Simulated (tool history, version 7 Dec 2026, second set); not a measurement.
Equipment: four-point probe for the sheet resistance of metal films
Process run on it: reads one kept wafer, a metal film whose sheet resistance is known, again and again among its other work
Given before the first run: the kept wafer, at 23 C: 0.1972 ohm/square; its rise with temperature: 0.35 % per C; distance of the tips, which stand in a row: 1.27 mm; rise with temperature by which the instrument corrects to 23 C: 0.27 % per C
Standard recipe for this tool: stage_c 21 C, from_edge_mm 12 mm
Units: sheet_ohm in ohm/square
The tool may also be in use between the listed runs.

run,hour,stage_c,from_edge_mm,sheet_ohm
1,0.0,21,12,0.198059
2,8.2,21,23,0.197208
3,24.9,21,23,0.197210
4,38.5,21,23,0.197227
5,55.2,35,12,0.200224
6,63.1,21,12,0.198020
7,75.5,21,12,0.198076

The next listed run, before its measurement:
8,89.2,21,12,?

{"run 8": {"sheet_ohm": 0.198114}}
With the hidden condition absent and the run-to-run variation left alone, this run would have shown sheet_ohm 0.198116 ohm/square.

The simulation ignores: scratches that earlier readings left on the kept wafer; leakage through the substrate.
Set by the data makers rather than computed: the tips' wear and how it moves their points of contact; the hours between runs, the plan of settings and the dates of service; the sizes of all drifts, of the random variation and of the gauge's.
